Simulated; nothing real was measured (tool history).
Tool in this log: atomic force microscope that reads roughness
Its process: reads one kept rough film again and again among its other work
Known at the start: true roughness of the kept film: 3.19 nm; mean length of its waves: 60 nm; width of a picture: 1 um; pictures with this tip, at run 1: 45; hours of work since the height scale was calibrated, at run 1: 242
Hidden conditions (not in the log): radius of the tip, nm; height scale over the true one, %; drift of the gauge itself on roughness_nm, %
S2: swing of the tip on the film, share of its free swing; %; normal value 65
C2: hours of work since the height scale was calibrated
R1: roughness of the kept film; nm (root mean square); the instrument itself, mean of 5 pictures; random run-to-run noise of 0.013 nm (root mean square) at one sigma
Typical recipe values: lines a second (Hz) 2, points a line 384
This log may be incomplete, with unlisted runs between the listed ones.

run 1 hour=0 | lines_a_second_(Hz)=2 S2=65 points_a_line=384 | pictures_with_this_tip=45 C2=242 | R1=2.959
run 2 hour=5.2 | lines_a_second_(Hz)=2 S2=65 points_a_line=384 | pictures_with_this_tip=51 C2=245 | R1=2.948
run 3 hour=15.9 | lines_a_second_(Hz)=2 S2=72 points_a_line=384 | pictures_with_this_tip=63 C2=250 | R1=2.89
run 4 hour=24 | lines_a_second_(Hz)=2 S2=72 points_a_line=384 | pictures_with_this_tip=72 C2=254 | R1=2.887
run 5 hour=34.7 | lines_a_second_(Hz)=2 S2=65 points_a_line=384 | pictures_with_this_tip=83 C2=260 | R1=2.944
run 6 hour=46.3 | lines_a_second_(Hz)=2 S2=65 points_a_line=384 | pictures_with_this_tip=96 C2=266 | R1=2.918
run 7 hour=53.9 | lines_a_second_(Hz)=2 S2=65 points_a_line=384 | pictures_with_this_tip=104 C2=270 | R1=2.911
run 8 hour=61.2 | lines_a_second_(Hz)=2 S2=65 points_a_line=384 | pictures_with_this_tip=112 C2=274 | R1=2.912
run 9 hour=67.4 | lines_a_second_(Hz)=2 S2=65 points_a_line=721 | pictures_with_this_tip=119 C2=277 | R1=2.897
run 10 hour=74.5 | lines_a_second_(Hz)=2 S2=65 points_a_line=384 | pictures_with_this_tip=127 C2=280 | R1=2.875
run 11 hour=85.2 | lines_a_second_(Hz)=2 S2=65 points_a_line=384 | pictures_with_this_tip=138 C2=286 | R1=2.895
run 12 hour=91.7 | lines_a_second_(Hz)=2 S2=66 points_a_line=384 | pictures_with_this_tip=146 C2=289 | R1=2.9
run 13 hour=103.1 | lines_a_second_(Hz)=2 S2=66 points_a_line=384 | pictures_with_this_tip=158 C2=295 | R1=2.861
run 14 hour=108.8 | lines_a_second_(Hz)=2 S2=66 points_a_line=384 | pictures_with_this_tip=164 C2=298 | R1=2.845
run 15 hour=118.6 | lines_a_second_(Hz)=2.14 S2=66 points_a_line=384 | pictures_with_this_tip=175 C2=303 | R1=2.838
run 16 hour=127.3 | lines_a_second_(Hz)=2.14 S2=66 points_a_line=384 | pictures_with_this_tip=184 C2=308 | R1=2.811
run 17 hour=138.1 | lines_a_second_(Hz)=2.14 S2=66 points_a_line=384 | pictures_with_this_tip=196 C2=313 | R1=2.82
run 18 hour=143.4 | lines_a_second_(Hz)=2.14 S2=66 points_a_line=384 | pictures_with_this_tip=202 C2=316 | R1=2.824
run 19 hour=154.5 | lines_a_second_(Hz)=2 S2=65 points_a_line=384 | pictures_with_this_tip=214 C2=322 | R1=2.827
run 20 hour=162.7 | lines_a_second_(Hz)=2 S2=65 points_a_line=384 | pictures_with_this_tip=223 C2=326 | R1=2.795
-- hour=164.3 new tip fitted
run 21 hour=174.6 | lines_a_second_(Hz)=2 S2=65 points_a_line=384 | pictures_with_this_tip=12 C2=332 | R1=2.994
run 22 hour=180.6 | lines_a_second_(Hz)=2 S2=65 points_a_line=384 | pictures_with_this_tip=18 C2=335 | R1=2.997
run 23 hour=191.9 | lines_a_second_(Hz)=2 S2=65 points_a_line=384 | pictures_with_this_tip=30 C2=341 | R1=2.971
run 24 hour=199.5 | lines_a_second_(Hz)=2 S2=65 points_a_line=384 | pictures_with_this_tip=39 C2=345 | R1=2.975
run 25 hour=209.7 | lines_a_second_(Hz)=2 S2=79 points_a_line=384 | pictures_with_this_tip=50 C2=350 | R1=2.823
run 26 hour=221.1 | lines_a_second_(Hz)=2 S2=79 points_a_line=384 | pictures_with_this_tip=62 C2=356 | R1=2.808
run 27 hour=227.1 | lines_a_second_(Hz)=0.63 S2=75 points_a_line=356 | pictures_with_this_tip=69 C2=359 | R1=2.978
run 28 hour=236.9 | lines_a_second_(Hz)=2.58 S2=65 points_a_line=466 | pictures_with_this_tip=80 C2=364 | R1=2.91
run 29 hour=244.7 | lines_a_second_(Hz)=1.15 S2=78 points_a_line=384 | pictures_with_this_tip=88 C2=368 | R1=2.919
run 30 hour=256.7 | lines_a_second_(Hz)=1.15 S2=78 points_a_line=384 | pictures_with_this_tip=101 C2=374 | R1=2.899
run 31 hour=266.6 | lines_a_second_(Hz)=1.97 S2=66 points_a_line=727 | pictures_with_this_tip=112 C2=379 | R1=2.907
run 32 hour=277.6 | lines_a_second_(Hz)=3.05 S2=67 points_a_line=920 | pictures_with_this_tip=124 C2=385 | R1=2.829
run 33 hour=287.8 | lines_a_second_(Hz)=1.07 S2=89 points_a_line=501 | pictures_with_this_tip=135 C2=390 | R1=2.808
run 34 hour=297.8 | lines_a_second_(Hz)=1.07 S2=71 points_a_line=501 | pictures_with_this_tip=146 C2=395 | R1=2.878
run 35 hour=303.8 | lines_a_second_(Hz)=1.07 S2=71 points_a_line=888 | pictures_with_this_tip=153 C2=398 | R1=2.888
run 36 hour=311.7 | lines_a_second_(Hz)=1.07 S2=87 points_a_line=766 | pictures_with_this_tip=161 C2=402 | R1=2.819
run 37 hour=317 | lines_a_second_(Hz)=2 S2=81 points_a_line=384 | pictures_with_this_tip=167 C2=405 | R1=2.72
run 38 hour=323.1 | lines_a_second_(Hz)=2.75 S2=76 points_a_line=927 | pictures_with_this_tip=174 C2=408 | R1=2.703
run 39 hour=329.1 | lines_a_second_(Hz)=2.75 S2=66 points_a_line=1008 | pictures_with_this_tip=180 C2=411 | R1=2.799
run 40 hour=339.2 | lines_a_second_(Hz)=2.53 S2=89 points_a_line=866 | pictures_with_this_tip=191 C2=417 | R1=2.531
run 41 hour=347.2 | lines_a_second_(Hz)=0.96 S2=57 points_a_line=386 | pictures_with_this_tip=200 C2=421 | R1=2.908
run 42 hour=356 | lines_a_second_(Hz)=2.37 S2=73 points_a_line=384 | pictures_with_this_tip=210 C2=425 | R1=2.738
run 43 hour=362.6 | lines_a_second_(Hz)=2 S2=76 points_a_line=436 | pictures_with_this_tip=217 C2=429 | R1=2.727
-- hour=369.6 new tip fitted
run 44 hour=372.4 | lines_a_second_(Hz)=1.22 S2=83 points_a_line=436 | pictures_with_this_tip=3 C2=434 | R1=2.946
run 45 hour=377.6 | lines_a_second_(Hz)=1.22 S2=83 points_a_line=436 | pictures_with_this_tip=9 C2=436 | R1=2.931
run 46 hour=387.2 | lines_a_second_(Hz)=0.67 S2=84 points_a_line=384 | pictures_with_this_tip=19 C2=441 | R1=2.991
run 47 hour=399.3 | lines_a_second_(Hz)=3.92 S2=84 points_a_line=704 | pictures_with_this_tip=33 C2=447 | R1=2.544
run 48 hour=409.3 | lines_a_second_(Hz)=3.92 S2=56 points_a_line=284 | pictures_with_this_tip=43 C2=453 | R1=2.943
run 49 hour=420.8 | lines_a_second_(Hz)=1.68 S2=59 points_a_line=384 | pictures_with_this_tip=56 C2=458 | R1=3.004
run 50 hour=426.7 | lines_a_second_(Hz)=1.68 S2=59 points_a_line=314 | pictures_with_this_tip=62 C2=461 | R1=3.006
run 51 hour=435 | lines_a_second_(Hz)=1.68 S2=59 points_a_line=314 | pictures_with_this_tip=72 C2=466 | R1=2.967
run 52 hour=446.4 | lines_a_second_(Hz)=1.68 S2=59 points_a_line=314 | pictures_with_this_tip=84 C2=472 | R1=2.976

Take each entry between the runs: how does the hidden state at the last listed run before it differ from the hidden state at the first listed run after it?
Runs 20 to 21: new tip fitted (hour 164.3)
  radius of the tip, nm: 27.7 -> 8.1; height scale over the true one, %: 0.51 -> 0.52
  measured minus no-state result, R1: -0.183 -> +0.005 nm (root mean square)
Runs 43 to 44: new tip fitted (hour 369.6)
  radius of the tip, nm: 27.2 -> 7.7
  measured minus no-state result, R1: -0.17 -> +0.011 nm (root mean square)

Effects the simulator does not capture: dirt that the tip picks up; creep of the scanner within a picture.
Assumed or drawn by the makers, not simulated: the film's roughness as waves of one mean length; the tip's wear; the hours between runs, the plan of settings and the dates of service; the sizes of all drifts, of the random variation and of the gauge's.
